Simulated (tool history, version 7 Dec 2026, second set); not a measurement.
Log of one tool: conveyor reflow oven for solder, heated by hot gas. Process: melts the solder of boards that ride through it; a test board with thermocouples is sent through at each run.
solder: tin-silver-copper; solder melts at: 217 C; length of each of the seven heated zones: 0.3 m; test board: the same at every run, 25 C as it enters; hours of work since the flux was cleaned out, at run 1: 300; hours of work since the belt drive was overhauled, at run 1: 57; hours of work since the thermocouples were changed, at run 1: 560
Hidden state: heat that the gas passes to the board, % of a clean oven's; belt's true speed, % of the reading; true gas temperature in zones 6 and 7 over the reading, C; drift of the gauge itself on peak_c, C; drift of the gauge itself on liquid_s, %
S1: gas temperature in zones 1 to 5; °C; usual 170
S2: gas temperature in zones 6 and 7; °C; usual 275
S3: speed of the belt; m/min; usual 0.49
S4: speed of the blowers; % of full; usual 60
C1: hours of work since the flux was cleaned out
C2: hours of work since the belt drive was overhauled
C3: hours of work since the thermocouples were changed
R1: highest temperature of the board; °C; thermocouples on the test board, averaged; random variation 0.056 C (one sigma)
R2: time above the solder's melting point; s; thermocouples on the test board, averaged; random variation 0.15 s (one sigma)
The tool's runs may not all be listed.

Run 1, hour 0: usual settings; C1 300; C2 57; C3 560. Result: R1 263.08 °C, R2 60.9 s.
Run 2, hour 7.1: usual settings but S1 181 °C; C1 303; C2 60; C3 563. Result: R1 264.55 °C, R2 65.3 s.
Run 3, hour 12.1: usual settings; C1 306; C2 62; C3 565. Result: R1 263.11 °C, R2 60.9 s.
Run 4, hour 21.3: usual settings; C1 309; C2 66; C3 569. Result: R1 263.13 °C, R2 61.2 s.
Run 5, hour 27.3: usual settings but S3 0.391 m/min; C1 312; C2 69; C3 572. Result: R1 268.73 °C, R2 81.1 s.
Run 6, hour 33: usual settings but S1 172 °C; C1 314; C2 71; C3 574. Result: R1 263.29 °C, R2 61.7 s.
Run 7, hour 40.4: usual settings but S1 172 °C; C1 318; C2 74; C3 577. Result: R1 263.36 °C, R2 61.7 s.
Run 8, hour 46.5: usual settings but S1 172 °C; C1 320; C2 77; C3 580. Result: R1 263.31 °C, R2 61.9 s.
Run 9, hour 51.8: usual settings but S1 172 °C; C1 322; C2 79; C3 582. Result: R1 263.4 °C, R2 62 s.
Run 10, hour 59.6: usual settings but S1 172 °C, S3 0.457 m/min; C1 326; C2 82; C3 585. Result: R1 265.26 °C, R2 67.5 s.
Run 11, hour 68: usual settings; C1 329; C2 86; C3 589. Result: R1 263.07 °C, R2 60.8 s.
Run 12, hour 74.3: usual settings but S3 0.538 m/min; C1 332; C2 89; C3 592. Result: R1 260.13 °C, R2 53.9 s.
Run 13, hour 80.4: usual settings but S3 0.538 m/min; C1 334; C2 91; C3 594. Result: R1 260.14 °C, R2 53.7 s.
Run 14, hour 89.1: usual settings but S1 162 °C; C1 338; C2 95; C3 598. Result: R1 262 °C, R2 58.2 s.
Run 15, hour 94.1: usual settings but S1 162 °C; C1 340; C2 97; C3 600. Result: R1 261.97 °C, R2 58.1 s.
Run 16, hour 98.4: usual settings but S1 169 °C, S4 64 % of full; C1 342; C2 99; C3 602. Result: R1 263.41 °C, R2 61.1 s.
Run 17, hour 104.7: usual settings but S3 0.442 m/min; C1 345; C2 102; C3 604. Result: R1 265.73 °C, R2 69.8 s.

The next listed run, before its measurement:
Run 18, hour 112.4: usual settings but S1 155 °C, S2 270 °C, S3 0.413 m/min, S4 90 % of full; C1 348; C2 105; C3 608. Result: R1 ?, R2 ?.

Run 18 gave R1 264.18 °C, R2 70.8 s.
Without the tool's hidden state the same run would have given R1 264.11 °C, R2 71.1 s.

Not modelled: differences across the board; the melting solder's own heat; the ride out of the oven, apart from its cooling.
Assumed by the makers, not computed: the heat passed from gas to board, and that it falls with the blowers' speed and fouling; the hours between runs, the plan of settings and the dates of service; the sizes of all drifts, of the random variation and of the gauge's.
